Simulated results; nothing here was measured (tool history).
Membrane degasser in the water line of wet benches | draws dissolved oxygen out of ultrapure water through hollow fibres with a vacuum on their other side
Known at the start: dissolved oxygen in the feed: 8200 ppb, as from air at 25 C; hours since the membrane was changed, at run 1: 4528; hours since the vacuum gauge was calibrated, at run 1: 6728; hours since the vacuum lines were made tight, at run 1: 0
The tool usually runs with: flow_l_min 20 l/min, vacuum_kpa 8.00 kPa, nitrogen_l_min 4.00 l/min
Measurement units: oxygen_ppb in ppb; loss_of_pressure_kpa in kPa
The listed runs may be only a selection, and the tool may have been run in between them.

run    hour  flow_l_min  vacuum_kpa  nitrogen_l_min  hours since the membrane was changed  hours since the vacuum gauge was calibrated  hours since the vacuum lines were made tight  oxygen_ppb  loss_of_pressure_kpa
  1     0.0          20        8.00            4.00                                  4528                                         6728                                             0        83.1                 52.14
  2    90.8          20        8.00            5.36                                  4619                                         6819                                            91        70.3                 51.74
  3   236.2          20        8.00            5.36                                  4764                                         6964                                           236        68.9                 51.79
  4   355.3          20        8.00            5.36                                  4883                                         7083                                           355        69.5                 51.48
  5   451.9          15        8.00            4.00                                  4980                                         7180                                           452        54.6                 38.71
  6   548.8          20        8.00            4.86                                  5077                                         7277                                           549        72.5                 51.67
  7   711.3          20        8.00            4.86                                  5239                                         7439                                           711        73.8                 51.86
      785.7  -- vacuum gauge calibrated
  8   824.7          18        7.59            5.95                                  5352                                           39                                           824        50.0                 46.31
  9   935.6          18        7.59            5.95                                  5463                                          150                                           935        51.4                 46.01
 10  1101.4          18        7.59            5.95                                  5629                                          316                                          1101        51.3                 46.66
 11  1272.1          18        6.20            2.06                                  5800                                          486                                          1272        80.4                 46.21

5 options for the next run, each taken on its own from the tool as it stands now. Forecast them:
  A  1396.7          20        4.96           10.97                                  5924                                          611                                          1396           ?                     ?
  B  1396.7          18       16.89            1.73                                  5924                                          611                                          1396           ?                     ?
  C  1396.7          29       12.69           10.09                                  5924                                          611                                          1396           ?                     ?
  D  1396.7          20        8.00            1.99                                  5924                                          611                                          1396           ?                     ?
  E  1396.7          18        7.08            2.06                                  5924                                          611                                          1396           ?                     ?

run  oxygen_ppb  loss_of_pressure_kpa
  A        33.8                 51.08
  B       346.5                 46.05
  C       135.8                 74.41
  D       136.3                 51.26
  E        97.1                 45.93
Without the tool's unlogged condition, the same runs would have read:
run  oxygen_ppb  loss_of_pressure_kpa
  A        33.6                 52.15
  B       346.3                 47.01
  C       135.4                 75.96
  D       136.1                 52.33
  E        97.0                 46.89

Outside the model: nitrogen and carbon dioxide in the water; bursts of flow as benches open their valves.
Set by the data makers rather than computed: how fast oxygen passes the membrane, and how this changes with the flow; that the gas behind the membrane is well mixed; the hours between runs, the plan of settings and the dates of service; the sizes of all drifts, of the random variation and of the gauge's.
